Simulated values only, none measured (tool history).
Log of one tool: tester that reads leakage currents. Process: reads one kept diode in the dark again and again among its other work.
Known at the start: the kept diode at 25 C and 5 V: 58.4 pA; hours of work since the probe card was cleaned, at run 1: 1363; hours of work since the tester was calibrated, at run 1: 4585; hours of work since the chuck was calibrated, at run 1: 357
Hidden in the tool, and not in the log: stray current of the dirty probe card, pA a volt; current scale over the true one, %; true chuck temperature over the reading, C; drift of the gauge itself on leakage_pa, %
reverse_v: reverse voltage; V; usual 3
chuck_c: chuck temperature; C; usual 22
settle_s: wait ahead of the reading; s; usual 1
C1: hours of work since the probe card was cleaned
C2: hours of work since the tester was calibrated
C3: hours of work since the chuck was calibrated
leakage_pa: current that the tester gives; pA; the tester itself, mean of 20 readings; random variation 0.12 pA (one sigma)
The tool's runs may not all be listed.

Run 1, hour 0: usual settings; C1 1363; C2 4585; C3 357. Result: leakage_pa 37.8 pA.
Run 2, hour 138: usual settings; C1 1432; C2 4654; C3 426. Result: leakage_pa 37.74 pA.
Run 3, hour 368: usual settings; C1 1548; C2 4770; C3 541. Result: leakage_pa 37.79 pA.
Run 4, hour 572.4: usual settings; C1 1651; C2 4873; C3 644. Result: leakage_pa 37.57 pA.
Run 5, hour 690.9: usual settings but settle_s 0.95 s; C1 1710; C2 4932; C3 704. Result: leakage_pa 37.87 pA.
At hour 743.2: probe card cleaned and baked.
Run 6, hour 802.9: usual settings; C1 30; C2 4987; C3 758. Result: leakage_pa 37.83 pA.
Run 7, hour 1050.5: usual settings; C1 154; C2 5111; C3 883. Result: leakage_pa 37.77 pA.
Run 8, hour 1179.4: usual settings; C1 219; C2 5176; C3 948. Result: leakage_pa 37.37 pA.
Run 9, hour 1351.6: usual settings; C1 306; C2 5263; C3 1034. Result: leakage_pa 37.97 pA.
Run 10, hour 1565.4: usual settings; C1 413; C2 5370; C3 1142. Result: leakage_pa 37.79 pA.
Run 11, hour 1747.5: usual settings; C1 505; C2 5462; C3 1233. Result: leakage_pa 37.83 pA.
Run 12, hour 1950.6: usual settings; C1 607; C2 5564; C3 1335. Result: leakage_pa 37.74 pA.
At hour 2091.1: chuck's temperature calibrated.
Run 13, hour 2101.5: usual settings but chuck_c 36 C; C1 682; C2 5639; C3 5. Result: leakage_pa 114.69 pA.
Run 14, hour 2216.5: usual settings but chuck_c 36 C; C1 739; C2 5696; C3 63. Result: leakage_pa 113.61 pA.
Run 15, hour 2389.2: usual settings but chuck_c 36 C; C1 826; C2 5783; C3 150. Result: leakage_pa 114.11 pA.
At hour 2551: tester calibrated.
Run 16, hour 2613.1: usual settings but chuck_c 36 C; C1 938; C2 31; C3 261. Result: leakage_pa 114.11 pA.
Run 17, hour 2833.9: usual settings but chuck_c 25 C; C1 1049; C2 142; C3 372. Result: leakage_pa 48.36 pA.
Run 18, hour 3004.3: usual settings but chuck_c 25 C; C1 1134; C2 228; C3 458. Result: leakage_pa 48.26 pA.
Run 19, hour 3172.2: usual settings but chuck_c 25 C; C1 1219; C2 312; C3 542. Result: leakage_pa 48.01 pA.
Run 20, hour 3394.4: usual settings; C1 1330; C2 424; C3 654. Result: leakage_pa 37.56 pA.
Run 21, hour 3518.3: usual settings but reverse_v 4.33 V, chuck_c 24 C, settle_s 0.56 s; C1 1393; C2 486; C3 716. Result: leakage_pa 53.79 pA.
Run 22, hour 3649.4: usual settings but reverse_v 1.61 V, chuck_c 27 C; C1 1459; C2 552; C3 782. Result: leakage_pa 43.17 pA.
Run 23, hour 3892.4: usual settings but reverse_v 7.34 V, chuck_c 28 C; C1 1581; C2 674; C3 904. Result: leakage_pa 90.15 pA.
Run 24, hour 4060.8: usual settings but reverse_v 11.99 V, chuck_c 24 C, settle_s 6.03 s; C1 1665; C2 759; C3 989. Result: leakage_pa 79.17 pA.
At hour 4194.8: probe card cleaned and baked.
Run 25, hour 4250.1: usual settings but reverse_v 12.54 V, chuck_c 24 C, settle_s 5.26 s; C1 28; C2 852; C3 1083. Result: leakage_pa 80.26 pA.
Run 26, hour 4361.7: usual settings but reverse_v 1.62 V, chuck_c 24 C, settle_s 3.32 s; C1 84; C2 908; C3 1139. Result: leakage_pa 33.62 pA.
Run 27, hour 4569.8: usual settings but reverse_v 1.62 V, chuck_c 24 C, settle_s 3.32 s; C1 188; C2 1013; C3 1243. Result: leakage_pa 33.42 pA.
Run 28, hour 4705.5: usual settings but reverse_v 1.5 V, chuck_c 53 C, settle_s 2.3 s; C1 257; C2 1081; C3 1311. Result: leakage_pa 291 pA.
Run 29, hour 4864.6: usual settings but reverse_v 1.5 V, chuck_c 53 C, settle_s 2.3 s; C1 337; C2 1161; C3 1391. Result: leakage_pa 289.76 pA.
At hour 4887.3: chuck's temperature calibrated.
Run 30, hour 4973.6: usual settings but reverse_v 1.5 V, chuck_c 53 C, settle_s 2.3 s; C1 390; C2 1215; C3 43. Result: leakage_pa 291.2 pA.
Run 31, hour 5105: usual settings but reverse_v 1.5 V, chuck_c 48 C, settle_s 1.21 s; C1 456; C2 1281; C3 109. Result: leakage_pa 205.7 pA.
Run 32, hour 5352.3: usual settings but reverse_v 1.5 V, chuck_c 48 C, settle_s 1.21 s; C1 581; C2 1405; C3 234. Result: leakage_pa 205.56 pA.
Run 33, hour 5569.2: usual settings but reverse_v 2.25 V, chuck_c 27 C, settle_s 1.21 s; C1 690; C2 1514; C3 343. Result: leakage_pa 49.66 pA.
Run 34, hour 5733.1: usual settings but reverse_v 5.51 V, chuck_c 20 C, settle_s 1.75 s; C1 772; C2 1597; C3 425. Result: leakage_pa 41.18 pA.
Run 35, hour 5890.7: usual settings but reverse_v 7.32 V; C1 851; C2 1676; C3 504. Result: leakage_pa 56.1 pA.
Run 36, hour 6077.4: usual settings but reverse_v 6.1 V, chuck_c 38 C, settle_s 2.33 s; C1 945; C2 1770; C3 598. Result: leakage_pa 179.08 pA.
Run 37, hour 6217.9: usual settings but reverse_v 6.1 V, chuck_c 38 C, settle_s 2.33 s; C1 1016; C2 1840; C3 669. Result: leakage_pa 178.84 pA.
Run 38, hour 6404.8: usual settings but reverse_v 6.1 V, chuck_c 38 C, settle_s 2.33 s; C1 1110; C2 1934; C3 763. Result: leakage_pa 178.41 pA.
Run 39, hour 6541.4: usual settings but reverse_v 6.1 V, chuck_c 38 C, settle_s 2.33 s; C1 1178; C2 2003; C3 831. Result: leakage_pa 179.09 pA.

Forecast each of these 5 alternatives for the next run:
Run A, hour 6668.2: usual settings but reverse_v 7.97 V, chuck_c 20 C; C1 1242; C2 2067; C3 895. Result: leakage_pa ?.
Run B, hour 6668.2: usual settings but reverse_v 2.14 V; C1 1242; C2 2067; C3 895. Result: leakage_pa ?.
Run C, hour 6668.2: usual settings but settle_s 3.29 s; C1 1242; C2 2067; C3 895. Result: leakage_pa ?.
Run D, hour 6668.2: usual settings but settle_s 0.46 s; C1 1242; C2 2067; C3 895. Result: leakage_pa ?.
Run E, hour 6668.2: usual settings but settle_s 4.73 s; C1 1242; C2 2067; C3 895. Result: leakage_pa ?.

run  leakage_pa
  A       49.71
  B       32.47
  C       36.74
  D       39.26
  E       36.78
Without the tool's hidden state the same runs would have given:
run  leakage_pa
  A        49.7
  B       32.48
  C       36.75
  D       39.27
  E        36.8

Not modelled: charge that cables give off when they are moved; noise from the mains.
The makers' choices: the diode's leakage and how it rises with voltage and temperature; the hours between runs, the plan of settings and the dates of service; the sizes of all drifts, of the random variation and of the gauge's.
